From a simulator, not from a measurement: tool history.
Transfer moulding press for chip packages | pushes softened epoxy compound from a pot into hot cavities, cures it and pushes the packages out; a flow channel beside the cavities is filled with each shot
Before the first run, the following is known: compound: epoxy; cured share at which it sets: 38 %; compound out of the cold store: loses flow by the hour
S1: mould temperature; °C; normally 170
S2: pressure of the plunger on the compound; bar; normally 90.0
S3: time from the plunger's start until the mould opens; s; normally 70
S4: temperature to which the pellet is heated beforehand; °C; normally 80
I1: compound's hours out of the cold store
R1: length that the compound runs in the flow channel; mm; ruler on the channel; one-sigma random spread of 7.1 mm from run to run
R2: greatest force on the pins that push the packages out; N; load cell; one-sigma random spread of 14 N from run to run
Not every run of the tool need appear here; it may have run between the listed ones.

run 1 hour=0.0 | S1=170 S2=90.0 S3=70 S4=80 | I1=23.2 | R1=951 R2=994
-- hour=16.1 cavities cleaned with cleaning compound and waxed
-- hour=30.9 mould's thermocouples calibrated
-- hour=64.4 cavities cleaned with cleaning compound and waxed
run 2 hour=75.8 | S1=170 S2=90.0 S3=70 S4=80 | I1=21.4 | R1=943 R2=861
-- hour=109.1 cavities cleaned with cleaning compound and waxed
-- hour=154.1 cavities cleaned with cleaning compound and waxed
run 3 hour=158.8 | S1=170 S2=90.0 S3=70 S4=80 | I1=14.6 | R1=958 R2=746
-- hour=198.4 cavities cleaned with cleaning compound and waxed
run 4 hour=207.4 | S1=170 S2=90.0 S3=75 S4=80 | I1=14.8 | R1=943 R2=683
-- hour=246.5 cavities cleaned with cleaning compound and waxed
-- hour=289.1 cavities cleaned with cleaning compound and waxed
run 5 hour=295.9 | S1=170 S2=90.0 S3=75 S4=80 | I1=44.5 | R1=777 R2=595
-- hour=333.6 cavities cleaned with cleaning compound and waxed
-- hour=380.1 cavities cleaned with cleaning compound and waxed
run 6 hour=396.2 | S1=170 S2=90.0 S3=70 S4=80 | I1=41.8 | R1=771 R2=804
-- hour=402.9 plunger's sealing rings changed
-- hour=427.0 cavities cleaned with cleaning compound and waxed
run 7 hour=453.4 | S1=170 S2=90.0 S3=70 S4=80 | I1=34.5 | R1=874 R2=948
-- hour=469.4 cavities cleaned with cleaning compound and waxed
-- hour=514.1 cavities cleaned with cleaning compound and waxed
run 8 hour=551.9 | S1=164 S2=90.0 S3=70 S4=80 | I1=31.7 | R1=895 R2=1651
-- hour=558.1 cavities cleaned with cleaning compound and waxed
-- hour=600.2 cavities cleaned with cleaning compound and waxed
run 9 hour=626.8 | S1=164 S2=90.0 S3=70 S4=80 | I1=38.3 | R1=842 R2=1371
-- hour=647.2 cavities cleaned with cleaning compound and waxed
-- hour=695.5 cavities cleaned with cleaning compound and waxed
run 10 hour=705.0 | S1=164 S2=90.0 S3=70 S4=80 | I1=40.5 | R1=815 R2=1152
-- hour=737.8 cavities cleaned with cleaning compound and waxed
run 11 hour=751.0 | S1=170 S2=74.3 S3=70 S4=80 | I1=16.4 | R1=814 R2=899
-- hour=779.7 cavities cleaned with cleaning compound and waxed
run 12 hour=810.4 | S1=170 S2=90.0 S3=70 S4=79 | I1=46.9 | R1=736 R2=926
-- hour=818.6 plunger's sealing rings changed
-- hour=826.8 cavities cleaned with cleaning compound and waxed
-- hour=870.3 cavities cleaned with cleaning compound and waxed
-- hour=884.0 mould's thermocouples calibrated
run 13 hour=884.0 | S1=164 S2=108.2 S3=102 S4=77 | I1=45.3 | R1=934 R2=593
-- hour=918.7 cavities cleaned with cleaning compound and waxed
run 14 hour=938.7 | S1=170 S2=90.0 S3=70 S4=82 | I1=29.6 | R1=894 R2=852
-- hour=964.9 cavities cleaned with cleaning compound and waxed
run 15 hour=1002.3 | S1=167 S2=90.0 S3=55 S4=71 | I1=35.9 | R1=855 R2=2480
-- hour=1012.1 cavities cleaned with cleaning compound and waxed
run 16 hour=1051.3 | S1=172 S2=71.7 S3=96 S4=86 | I1=16.1 | R1=832 R2=716
-- hour=1059.1 cavities cleaned with cleaning compound and waxed
-- hour=1101.0 cavities cleaned with cleaning compound and waxed
run 17 hour=1101.0 | S1=170 S2=106.5 S3=63 S4=80 | I1=22.8 | R1=972 R2=859
-- hour=1150.0 cavities cleaned with cleaning compound and waxed
-- hour=1193.8 cavities cleaned with cleaning compound and waxed
run 18 hour=1202.7 | S1=173 S2=85.1 S3=66 S4=73 | I1=19.5 | R1=847 R2=829
-- hour=1240.3 plunger's sealing rings changed
-- hour=1241.8 cavities cleaned with cleaning compound and waxed
run 19 hour=1267.2 | S1=173 S2=85.1 S3=66 S4=73 | I1=16.0 | R1=964 R2=1025
-- hour=1283.6 cavities cleaned with cleaning compound and waxed
run 20 hour=1310.2 | S1=170 S2=90.0 S3=109 S4=80 | I1=23.0 | R1=941 R2=664

Estimate the outcome of run 21 from the log above:
-- hour=1329.8 cavities cleaned with cleaning compound and waxed
run 21 hour=1359.4 | S1=174 S2=105.8 S3=54 S4=81 | I1=9.1 | R1=? R2=?

R1: 1086 mm
R2: 1655 N
Minus the tool's unlogged condition, the same run would have read R1 1117 mm, R2 1062 N.
